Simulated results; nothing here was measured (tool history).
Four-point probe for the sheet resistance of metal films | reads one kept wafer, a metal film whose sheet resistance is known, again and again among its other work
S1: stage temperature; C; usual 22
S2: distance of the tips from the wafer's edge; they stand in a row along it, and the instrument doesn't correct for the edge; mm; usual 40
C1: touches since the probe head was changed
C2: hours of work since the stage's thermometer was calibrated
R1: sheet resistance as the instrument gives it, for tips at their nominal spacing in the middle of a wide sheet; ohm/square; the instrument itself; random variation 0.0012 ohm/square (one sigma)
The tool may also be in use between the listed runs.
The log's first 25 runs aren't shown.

run,hour,S1,S2,C1,C2,R1
26,1403.8,31,3,43551,160,6.296531
# hour 1418.1: stage's thermometer calibrated, once more
27,1467.6,22,31,44847,33,6.213854
28,1498.5,23,4,45480,54,6.291952
29,1547.3,30,40,46479,86,6.180427
30,1623,28,41,48028,137,6.191292
31,1657.7,22,50,48739,160,6.2127
32,1694.1,22,50,49484,185,6.212866
33,1729.4,24,8,50208,208,6.224399
34,1760.4,32,5,50841,229,6.229629
35,1808.1,23,5,51819,261,6.263488
36,1866,24,43,53004,299,6.206528
37,1932.1,24,43,54357,344,6.206924
38,1998.1,24,43,55708,388,6.208916
39,2060.9,18,71,56994,430,6.230649
40,2109.2,18,71,57983,462,6.231592
41,2157.1,30,26,58963,494,6.185871
42,2227.1,18,17,60397,541,6.239646
43,2301.2,34,12,61913,590,6.178576
44,2357,23,40,63055,628,6.214566
45,2396.4,24,16,63863,654,6.215737

3 ways to go on from here, each from the tool as it stands after run 45. What would each give?
A,2451.2,32,20,64985,691,?
B,2451.2,29,3,64985,691,?
C,2451.2,24,45,64985,691,?

run,R1
A,6.18264
B,6.334871
C,6.21127
Without the tool's hidden state the same runs would have given:
run,R1
A,6.124196
B,6.275154
C,6.152679

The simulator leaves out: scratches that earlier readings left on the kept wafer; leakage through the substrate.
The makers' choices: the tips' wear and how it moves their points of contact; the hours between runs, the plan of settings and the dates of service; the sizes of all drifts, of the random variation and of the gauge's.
